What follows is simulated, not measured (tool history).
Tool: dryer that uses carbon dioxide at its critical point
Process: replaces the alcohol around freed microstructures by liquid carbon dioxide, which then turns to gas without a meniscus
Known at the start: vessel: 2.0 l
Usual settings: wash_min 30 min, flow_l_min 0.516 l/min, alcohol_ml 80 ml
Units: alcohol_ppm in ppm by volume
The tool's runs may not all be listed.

Run 1, hour 0.0: usual settings. Result: alcohol_ppm 105 ppm by volume.
Run 2, hour 20.2: usual settings. Result: alcohol_ppm 102 ppm by volume.
Run 3, hour 35.5: usual settings but flow_l_min 0.710 l/min. Result: alcohol_ppm 34 ppm by volume.
Run 4, hour 60.3: usual settings. Result: alcohol_ppm 116 ppm by volume.
Run 5, hour 84.6: usual settings but wash_min 28 min. Result: alcohol_ppm 156 ppm by volume.
Run 6, hour 102.8: usual settings but alcohol_ml 23 ml. Result: alcohol_ppm 54 ppm by volume.
Run 7, hour 122.4: usual settings but alcohol_ml 23 ml. Result: alcohol_ppm 58 ppm by volume.
Run 8, hour 152.0: usual settings but wash_min 28 min, flow_l_min 0.392 l/min, alcohol_ml 67 ml. Result: alcohol_ppm 535 ppm by volume.
Run 9, hour 182.4: usual settings but wash_min 47 min, alcohol_ml 106 ml. Result: alcohol_ppm 43 ppm by volume.
Run 10, hour 215.4: usual settings but wash_min 37 min, flow_l_min 0.407 l/min, alcohol_ml 27 ml. Result: alcohol_ppm 79 ppm by volume.
Run 11, hour 246.6: usual settings but wash_min 37 min, flow_l_min 0.407 l/min, alcohol_ml 27 ml. Result: alcohol_ppm 83 ppm by volume.
Run 12, hour 272.3: usual settings but wash_min 37 min, flow_l_min 0.407 l/min, alcohol_ml 27 ml. Result: alcohol_ppm 85 ppm by volume.
Run 13, hour 288.2: usual settings but wash_min 37 min, flow_l_min 0.407 l/min, alcohol_ml 27 ml. Result: alcohol_ppm 99 ppm by volume.
Run 14, hour 319.8: usual settings but wash_min 36 min, flow_l_min 0.866 l/min. Result: alcohol_ppm 47 ppm by volume.

The same runs without the tool's hidden state, with the same run-to-run variation:
The hidden state here: flow that reaches the vessel past the clogged filter, %; alcohol in the recycled carbon dioxide, ppm; drift of the gauge itself on alcohol_ppm, %.
run  alcohol_ppm
  1           57
  2           51
  3            8
  4           60
  5           83
  6           17
  7           20
  8          349
  9            8
 10           26
 11           26
 12           25
 13           37
 14            6
